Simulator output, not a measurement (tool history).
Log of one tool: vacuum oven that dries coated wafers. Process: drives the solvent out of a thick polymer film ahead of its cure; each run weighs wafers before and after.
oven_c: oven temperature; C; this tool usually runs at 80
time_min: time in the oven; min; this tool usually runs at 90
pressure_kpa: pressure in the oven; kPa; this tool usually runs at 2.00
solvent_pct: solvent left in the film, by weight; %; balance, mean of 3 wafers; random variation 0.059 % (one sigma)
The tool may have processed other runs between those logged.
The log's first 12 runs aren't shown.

run     day  oven_c  time_min  pressure_kpa  hours of work since the thermocouples were calibrated  hours of work since the vacuum gauge was cleaned of residue  solvent_pct
 13  11.979      80       162          2.00                                                    885                                                         1142         3.03
 14  13.192      80       162          2.00                                                    908                                                         1164         3.04
 15  14.146      80        90          2.00                                                    925                                                         1182         3.86
 16  15.425      80        55          2.00                                                    948                                                         1205         5.13
 17  16.662      80        55          2.00                                                    971                                                         1228         5.13
 18  17.829      80        55          2.00                                                    992                                                         1249         5.19
 19  18.433      77        93          6.24                                                   1003                                                         1260         9.52
 20  19.354      77        93          6.24                                                   1020                                                         1277         9.54
 21  20.446      77       147          6.24                                                   1040                                                         1296         9.18
 22  21.158      91        70          6.24                                                   1053                                                         1309         5.56
 23  22.038      91        70          6.24                                                   1069                                                         1325         5.58
 24  22.758      77       149          4.49                                                   1082                                                         1339         6.93
 25  24.258      69       108          6.55                                                   1109                                                         1366        13.59
 26  25.542      69       108          6.55                                                   1132                                                         1389        13.55
 27  26.167      69       108          6.55                                                   1144                                                         1401        13.50
 28  27.608      68       149          1.14                                                   1170                                                         1427         4.39
 29  28.425      95        90          3.76                                                   1185                                                         1442         3.07
 30  29.804      88        90          5.55                                                   1210                                                         1467         5.67
 31  31.079      85       142          2.08                                                   1233                                                         1490         2.63
 32  32.367      89       106          1.63                                                   1257                                                         1513         1.98
 33  33.629      89       106          1.63                                                   1280                                                         1536         2.01
 34  35.050      95        90          1.07                                                   1305                                                         1562         1.17

Alternative continuations, all from the tool just after run 34; predict every row:
  A  35.904      82       133          1.89                                                   1321                                                         1578            ?
  B  35.904      91        71          2.57                                                   1321                                                         1578            ?
  C  35.904      68       133          7.38                                                   1321                                                         1578            ?
  D  35.904      73       148          3.08                                                   1321                                                         1578            ?
  E  35.904      87        90          1.07                                                   1321                                                         1578            ?

run  solvent_pct
  A         2.97
  B         2.98
  C        14.14
  D         6.51
  E         2.04
What these runs would have given with no unlogged condition in the tool:
run  solvent_pct
  A         2.22
  B         2.37
  C        14.14
  D         5.29
  E         1.42
